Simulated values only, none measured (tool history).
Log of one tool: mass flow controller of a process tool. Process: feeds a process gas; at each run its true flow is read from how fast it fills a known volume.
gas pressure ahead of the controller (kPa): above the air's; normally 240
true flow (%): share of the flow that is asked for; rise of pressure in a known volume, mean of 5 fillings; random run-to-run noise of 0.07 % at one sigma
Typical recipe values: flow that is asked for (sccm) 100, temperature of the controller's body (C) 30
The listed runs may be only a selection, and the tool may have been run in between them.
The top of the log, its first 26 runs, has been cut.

run	hour	flow that is asked for (sccm)	gas pressure ahead of the controller (kPa)	temperature of the controller's body (C)	hours of work since the controller was set to zero	hours of work since the controller was changed	true flow (%)
27	1895.2	67	159	33	1146	1146	97.39
28	1941.0	67	173	26	1169	1169	98.09
29	2034.5	21	271	24	1216	1216	96.75
30	2107.9	21	271	24	1252	1252	96.86
31	2171.1	107	240	21	1284	1284	98.72
32	2227.1	100	215	37	1312	1312	97.22
33	2325.6	100	215	37	1361	1361	97.20
34	2401.6	100	215	37	1400	1400	97.15
35	2447.5	88	184	30	1422	1422	97.98
36	2492.5	185	256	30	1445	1445	98.90
37	2580.3	147	256	35	1489	1489	97.87
38	2639.1	100	171	30	1518	1518	98.23
39	2719.7	100	171	30	1559	1559	98.20
40	2819.2	100	240	20	1609	1609	98.61
41	2902.0	100	240	20	1650	1650	98.69
42	2971.6	100	240	20	1685	1685	98.68
43	3045.5	42	240	24	1722	1722	97.43

Estimate the outcome of run 44 from the log above:
44	3101.0	100	234	21	1750	1750	?

true flow (%): 98.54
With the hidden condition absent and the run-to-run variation left alone, this run would have shown true flow (%) 98.54.
